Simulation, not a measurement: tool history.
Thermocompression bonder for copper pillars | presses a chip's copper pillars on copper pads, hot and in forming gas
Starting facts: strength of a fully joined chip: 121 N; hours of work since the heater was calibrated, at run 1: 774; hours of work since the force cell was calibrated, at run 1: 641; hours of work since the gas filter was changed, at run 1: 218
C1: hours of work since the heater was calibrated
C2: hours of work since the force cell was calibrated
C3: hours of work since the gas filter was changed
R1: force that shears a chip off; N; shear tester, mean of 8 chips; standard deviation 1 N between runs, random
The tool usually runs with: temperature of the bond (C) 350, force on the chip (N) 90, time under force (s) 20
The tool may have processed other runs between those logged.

run 1 hour=0.0 | temperature_of_the_bond_(C)=350 force_on_the_chip_(N)=90 time_under_force_(s)=20 | C1=774 C2=641 C3=218 | R1=78.3
run 2 hour=32.3 | temperature_of_the_bond_(C)=350 force_on_the_chip_(N)=90 time_under_force_(s)=20 | C1=795 C2=662 C3=239 | R1=79.9
run 3 hour=68.7 | temperature_of_the_bond_(C)=350 force_on_the_chip_(N)=90 time_under_force_(s)=59 | C1=818 C2=686 C3=262 | R1=98.4
run 4 hour=90.8 | temperature_of_the_bond_(C)=350 force_on_the_chip_(N)=59 time_under_force_(s)=20 | C1=833 C2=700 C3=277 | R1=52.7
run 5 hour=113.7 | temperature_of_the_bond_(C)=350 force_on_the_chip_(N)=59 time_under_force_(s)=20 | C1=848 C2=715 C3=292 | R1=52.0
run 6 hour=130.9 | temperature_of_the_bond_(C)=350 force_on_the_chip_(N)=59 time_under_force_(s)=20 | C1=859 C2=726 C3=303 | R1=51.3
run 7 hour=150.6 | temperature_of_the_bond_(C)=350 force_on_the_chip_(N)=59 time_under_force_(s)=20 | C1=872 C2=739 C3=316 | R1=51.1
run 8 hour=179.5 | temperature_of_the_bond_(C)=350 force_on_the_chip_(N)=90 time_under_force_(s)=20 | C1=890 C2=758 C3=334 | R1=74.8
run 9 hour=212.4 | temperature_of_the_bond_(C)=350 force_on_the_chip_(N)=90 time_under_force_(s)=20 | C1=912 C2=779 C3=356 | R1=75.3
run 10 hour=237.3 | temperature_of_the_bond_(C)=355 force_on_the_chip_(N)=90 time_under_force_(s)=20 | C1=928 C2=795 C3=372 | R1=78.1
run 11 hour=271.4 | temperature_of_the_bond_(C)=355 force_on_the_chip_(N)=90 time_under_force_(s)=20 | C1=950 C2=818 C3=394 | R1=77.9
-- hour=278.4 force cell calibrated
run 12 hour=299.9 | temperature_of_the_bond_(C)=350 force_on_the_chip_(N)=90 time_under_force_(s)=20 | C1=968 C2=14 C3=412 | R1=76.2
-- hour=316.7 forming gas filter changed
run 13 hour=327.8 | temperature_of_the_bond_(C)=350 force_on_the_chip_(N)=56 time_under_force_(s)=20 | C1=986 C2=32 C3=7 | R1=53.1
run 14 hour=361.6 | temperature_of_the_bond_(C)=350 force_on_the_chip_(N)=56 time_under_force_(s)=20 | C1=1007 C2=54 C3=29 | R1=52.5
-- hour=365.2 heater calibrated with a thermocouple chip
run 15 hour=393.6 | temperature_of_the_bond_(C)=350 force_on_the_chip_(N)=56 time_under_force_(s)=20 | C1=18 C2=73 C3=49 | R1=50.2
run 16 hour=421.9 | temperature_of_the_bond_(C)=350 force_on_the_chip_(N)=56 time_under_force_(s)=20 | C1=37 C2=92 C3=67 | R1=50.0
run 17 hour=438.5 | temperature_of_the_bond_(C)=350 force_on_the_chip_(N)=56 time_under_force_(s)=20 | C1=48 C2=102 C3=78 | R1=49.8
run 18 hour=459.9 | temperature_of_the_bond_(C)=350 force_on_the_chip_(N)=56 time_under_force_(s)=20 | C1=62 C2=116 C3=92 | R1=50.1
run 19 hour=483.3 | temperature_of_the_bond_(C)=350 force_on_the_chip_(N)=90 time_under_force_(s)=20 | C1=77 C2=131 C3=107 | R1=77.6
run 20 hour=509.8 | temperature_of_the_bond_(C)=350 force_on_the_chip_(N)=90 time_under_force_(s)=20 | C1=94 C2=149 C3=124 | R1=76.3
-- hour=526.3 heater calibrated with a thermocouple chip, once more
run 21 hour=530.0 | temperature_of_the_bond_(C)=376 force_on_the_chip_(N)=99 time_under_force_(s)=18 | C1=2 C2=161 C3=136 | R1=100.9
run 22 hour=566.8 | temperature_of_the_bond_(C)=379 force_on_the_chip_(N)=78 time_under_force_(s)=16 | C1=26 C2=184 C3=160 | R1=85.9
run 23 hour=598.9 | temperature_of_the_bond_(C)=379 force_on_the_chip_(N)=78 time_under_force_(s)=17 | C1=47 C2=205 C3=181 | R1=86.8
run 24 hour=626.4 | temperature_of_the_bond_(C)=379 force_on_the_chip_(N)=78 time_under_force_(s)=17 | C1=65 C2=223 C3=199 | R1=85.4
run 25 hour=650.8 | temperature_of_the_bond_(C)=364 force_on_the_chip_(N)=81 time_under_force_(s)=20 | C1=81 C2=239 C3=214 | R1=85.3
run 26 hour=680.0 | temperature_of_the_bond_(C)=378 force_on_the_chip_(N)=81 time_under_force_(s)=20 | C1=100 C2=258 C3=233 | R1=90.1
run 27 hour=708.9 | temperature_of_the_bond_(C)=362 force_on_the_chip_(N)=103 time_under_force_(s)=29 | C1=119 C2=277 C3=252 | R1=101.5
run 28 hour=731.0 | temperature_of_the_bond_(C)=338 force_on_the_chip_(N)=132 time_under_force_(s)=17 | C1=133 C2=291 C3=267 | R1=93.9
run 29 hour=752.0 | temperature_of_the_bond_(C)=350 force_on_the_chip_(N)=63 time_under_force_(s)=19 | C1=147 C2=305 C3=280 | R1=60.5
run 30 hour=772.8 | temperature_of_the_bond_(C)=350 force_on_the_chip_(N)=63 time_under_force_(s)=19 | C1=160 C2=318 C3=294 | R1=59.7
run 31 hour=807.7 | temperature_of_the_bond_(C)=350 force_on_the_chip_(N)=69 time_under_force_(s)=14 | C1=183 C2=341 C3=316 | R1=57.0
run 32 hour=823.7 | temperature_of_the_bond_(C)=350 force_on_the_chip_(N)=69 time_under_force_(s)=14 | C1=193 C2=351 C3=327 | R1=57.5
run 33 hour=857.2 | temperature_of_the_bond_(C)=350 force_on_the_chip_(N)=76 time_under_force_(s)=29 | C1=215 C2=373 C3=349 | R1=77.9
run 34 hour=886.9 | temperature_of_the_bond_(C)=358 force_on_the_chip_(N)=87 time_under_force_(s)=20 | C1=234 C2=392 C3=368 | R1=82.9
run 35 hour=913.9 | temperature_of_the_bond_(C)=350 force_on_the_chip_(N)=71 time_under_force_(s)=20 | C1=252 C2=410 C3=385 | R1=66.1
run 36 hour=933.4 | temperature_of_the_bond_(C)=347 force_on_the_chip_(N)=68 time_under_force_(s)=20 | C1=265 C2=423 C3=398 | R1=61.6
run 37 hour=963.9 | temperature_of_the_bond_(C)=347 force_on_the_chip_(N)=68 time_under_force_(s)=20 | C1=284 C2=442 C3=418 | R1=61.2
-- hour=971.7 forming gas filter changed
run 38 hour=1000.6 | temperature_of_the_bond_(C)=351 force_on_the_chip_(N)=109 time_under_force_(s)=28 | C1=308 C2=466 C3=19 | R1=103.5
run 39 hour=1021.9 | temperature_of_the_bond_(C)=340 force_on_the_chip_(N)=90 time_under_force_(s)=20 | C1=322 C2=480 C3=33 | R1=78.1
run 40 hour=1043.0 | temperature_of_the_bond_(C)=340 force_on_the_chip_(N)=90 time_under_force_(s)=20 | C1=335 C2=494 C3=46 | R1=79.7

How the hidden state differs across the entries between the runs, from the last listed run before each to the first after it:
Run 11 -> run 12: force cell calibrated (hour 278.4)
  true temperature of the bond over the reading, C: -9.7 -> -9.8; force that reaches the chip, % of what is set: 96.8 -> 99.9; oxide that the forming gas leaves, % of the face: 8.02 -> 8.33
  measured value less the no-hidden-state value, R1: -13.5 -> -11.9 N
Run 12 -> run 13: forming gas filter changed (hour 316.7)
  true temperature of the bond over the reading, C: -9.8 -> -10; force that reaches the chip, % of what is set: 99.9 -> 99.8; oxide that the forming gas leaves, % of the face: 8.33 -> 0.81
  measured value less the no-hidden-state value, R1: -11.9 -> -5.2 N
Run 14 -> run 15: heater calibrated with a thermocouple chip (hour 365.2)
  true temperature of the bond over the reading, C: -10.2 -> -14.7; force that reaches the chip, % of what is set: 99.8 -> 99.7; oxide that the forming gas leaves, % of the face: 1.21 -> 1.6
  measured value less the no-hidden-state value, R1: -5.6 -> -8.1 N
Run 20 -> run 21: heater calibrated with a thermocouple chip, once more (hour 526.3)
  true temperature of the bond over the reading, C: -15.3 -> 0.2; force that reaches the chip, % of what is set: 99.4 -> 99.3; oxide that the forming gas leaves, % of the face: 2.96 -> 3.18
  measured value less the no-hidden-state value, R1: -10.6 -> -3.1 N
Run 37 -> run 38: forming gas filter changed (hour 971.7)
  true temperature of the bond over the reading, C: -2.3 -> -2.5; force that reaches the chip, % of what is set: 98.2 -> 98.1; oxide that the forming gas leaves, % of the face: 8.4 -> 0.87
  measured value less the no-hidden-state value, R1: -7.6 -> -2.3 N

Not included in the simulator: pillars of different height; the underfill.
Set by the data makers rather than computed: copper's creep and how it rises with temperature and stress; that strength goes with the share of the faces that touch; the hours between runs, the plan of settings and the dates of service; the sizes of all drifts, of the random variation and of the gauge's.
